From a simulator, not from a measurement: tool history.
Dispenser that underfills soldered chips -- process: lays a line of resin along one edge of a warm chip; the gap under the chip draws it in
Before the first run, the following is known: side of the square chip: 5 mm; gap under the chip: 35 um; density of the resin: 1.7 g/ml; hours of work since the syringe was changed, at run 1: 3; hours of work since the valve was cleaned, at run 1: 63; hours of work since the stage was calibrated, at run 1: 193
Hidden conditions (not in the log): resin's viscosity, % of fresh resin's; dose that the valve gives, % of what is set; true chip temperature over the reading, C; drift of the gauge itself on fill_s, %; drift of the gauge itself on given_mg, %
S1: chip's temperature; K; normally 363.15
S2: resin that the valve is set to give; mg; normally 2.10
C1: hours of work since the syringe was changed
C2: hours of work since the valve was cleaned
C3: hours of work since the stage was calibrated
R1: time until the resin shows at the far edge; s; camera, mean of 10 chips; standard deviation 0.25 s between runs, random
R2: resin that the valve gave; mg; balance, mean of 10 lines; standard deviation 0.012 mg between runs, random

Run 1, day 0.000: usual settings; C1 3; C2 63; C3 193. Result: R1 12.3 s, R2 1.98 mg.
At day 0.146: new syringe of resin.
Run 2, day 0.250: usual settings but S1 364.15 K; C1 2; C2 67; C3 197. Result: R1 11.1 s, R2 1.95 mg.
At day 0.500: new syringe of resin.
Run 3, day 0.550: usual settings but S1 364.15 K; C1 1; C2 72; C3 202. Result: R1 10.7 s, R2 1.93 mg.
Run 4, day 0.812: usual settings but S1 364.15 K; C1 5; C2 76; C3 207. Result: R1 13.1 s, R2 1.93 mg.
At day 0.846: new syringe of resin.
At day 1.183: new syringe of resin.
Run 5, day 1.183: usual settings but S1 364.15 K; C1 0; C2 82; C3 213. Result: R1 10.9 s, R2 1.94 mg.
Run 6, day 1.462: usual settings but S2 2.12 mg; C1 5; C2 87; C3 217. Result: R1 13.4 s, R2 1.94 mg.
At day 1.529: new syringe of resin.
Run 7, day 1.758: usual settings but S1 357.15 K, S2 1.86 mg; C1 4; C2 92; C3 222. Result: R1 17.6 s, R2 1.68 mg.
At day 1.875: new syringe of resin.
Run 8, day 2.083: usual settings but S1 370.15 K, S2 2.48 mg; C1 4; C2 97; C3 228. Result: R1 9.2 s, R2 2.22 mg.
At day 2.229: new syringe of resin.
Run 9, day 2.421: usual settings but S1 350.15 K, S2 2.20 mg; C1 3; C2 103; C3 233. Result: R1 22.4 s, R2 2.00 mg.
At day 2.571: new syringe of resin.
Run 10, day 2.754: usual settings but S1 367.15 K, S2 2.03 mg; C1 3; C2 109; C3 239. Result: R1 10.3 s, R2 1.84 mg.
At day 2.917: new syringe of resin.
Run 11, day 2.962: usual settings but S1 360.15 K, S2 2.43 mg; C1 1; C2 112; C3 242. Result: R1 12.4 s, R2 2.19 mg.

5 options for the next run, each taken on its own from the tool as it stands now. Forecast them:
Run A, day 3.208: usual settings but S1 356.15 K, S2 1.86 mg; C1 5; C2 116; C3 246. Result: R1 ?, R2 ?.
Run B, day 3.208: usual settings but S1 353.15 K, S2 2.41 mg; C1 5; C2 116; C3 246. Result: R1 ?, R2 ?.
Run C, day 3.208: usual settings but S1 353.15 K, S2 2.15 mg; C1 5; C2 116; C3 246. Result: R1 ?, R2 ?.
Run D, day 3.208: usual settings but S1 353.15 K, S2 2.06 mg; C1 5; C2 116; C3 246. Result: R1 ?, R2 ?.
Run E, day 3.208: usual settings but S1 373.15 K, S2 2.30 mg; C1 5; C2 116; C3 246. Result: R1 ?, R2 ?.

run    R1    R2
  A  18.8  1.65
  B  20.3  2.16
  C  20.8  1.93
  D  20.9  1.84
  E   8.9  2.05
The same runs, with their run-to-run variation unchanged, on a tool lacking any hidden condition would have given:
run    R1    R2
  A  15.7  1.85
  B  17.5  2.42
  C  17.7  2.16
  D  17.7  2.06
  E   7.6  2.30
